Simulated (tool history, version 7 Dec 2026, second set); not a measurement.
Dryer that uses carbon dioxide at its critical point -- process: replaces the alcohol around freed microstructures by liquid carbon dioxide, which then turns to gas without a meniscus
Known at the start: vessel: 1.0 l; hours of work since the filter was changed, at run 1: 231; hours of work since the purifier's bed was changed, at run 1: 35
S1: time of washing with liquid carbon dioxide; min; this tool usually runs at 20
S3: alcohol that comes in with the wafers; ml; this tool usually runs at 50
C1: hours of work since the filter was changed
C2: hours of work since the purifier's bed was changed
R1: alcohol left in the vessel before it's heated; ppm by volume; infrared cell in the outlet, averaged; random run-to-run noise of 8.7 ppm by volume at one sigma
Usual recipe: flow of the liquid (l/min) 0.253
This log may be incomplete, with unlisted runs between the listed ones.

{"run": 1, "day": 0.0, "S1": 20, "flow of the liquid (l/min)": 0.253, "S3": 50, "C1": 231, "C2": 35, "R1": 804}
{"run": 2, "day": 0.417, "S1": 20, "flow of the liquid (l/min)": 0.253, "S3": 50, "C1": 234, "C2": 38, "R1": 797}
{"run": 3, "day": 0.754, "S1": 20, "flow of the liquid (l/min)": 0.253, "S3": 50, "C1": 236, "C2": 41, "R1": 805}
{"run": 4, "day": 1.154, "S1": 20, "flow of the liquid (l/min)": 0.357, "S3": 50, "C1": 239, "C2": 44, "R1": 167}
{"run": 5, "day": 1.492, "S1": 20, "flow of the liquid (l/min)": 0.357, "S3": 50, "C1": 242, "C2": 46, "R1": 172}
{"run": 6, "day": 1.929, "S1": 20, "flow of the liquid (l/min)": 0.357, "S3": 91, "C1": 245, "C2": 49, "R1": 306}
{"run": 7, "day": 2.271, "S1": 20, "flow of the liquid (l/min)": 0.357, "S3": 91, "C1": 248, "C2": 52, "R1": 300}
{"run": 8, "day": 2.554, "S1": 13, "flow of the liquid (l/min)": 0.336, "S3": 31, "C1": 250, "C2": 54, "R1": 913}
{"run": 9, "day": 2.742, "S1": 30, "flow of the liquid (l/min)": 0.291, "S3": 23, "C1": 251, "C2": 56, "R1": 36}
{"run": 10, "day": 3.196, "S1": 26, "flow of the liquid (l/min)": 0.253, "S3": 29, "C1": 255, "C2": 59, "R1": 151}
{"run": 11, "day": 3.504, "S1": 20, "flow of the liquid (l/min)": 0.175, "S3": 32, "C1": 257, "C2": 61, "R1": 1873}
{"run": 12, "day": 3.958, "S1": 16, "flow of the liquid (l/min)": 0.253, "S3": 55, "C1": 261, "C2": 65, "R1": 2072}
{"run": 13, "day": 4.412, "S1": 17, "flow of the liquid (l/min)": 0.253, "S3": 74, "C1": 264, "C2": 68, "R1": 2289}
{"day": 4.862, "done": "inlet filter changed"}
{"run": 14, "day": 4.875, "S1": 23, "flow of the liquid (l/min)": 0.31, "S3": 22, "C1": 0, "C2": 71, "R1": 42}

Measured result minus the same run's result without the hidden state. Both carry the same run-to-run variation, though not necessarily the same gauge scatter:
Hidden conditions of the tool in this case: flow that reaches the vessel past the clogged filter, %; alcohol in the recycled carbon dioxide, ppm; drift of the gauge itself on alcohol_ppm, %.
run=1 R1=+316
run=2 R1=+323
run=3 R1=+325
run=4 R1=+89
run=5 R1=+90
run=6 R1=+161
run=7 R1=+163
run=8 R1=+346
run=9 R1=+20
run=10 R1=+80
run=11 R1=+616
run=12 R1=+763
run=13 R1=+896
run=14 R1=+11
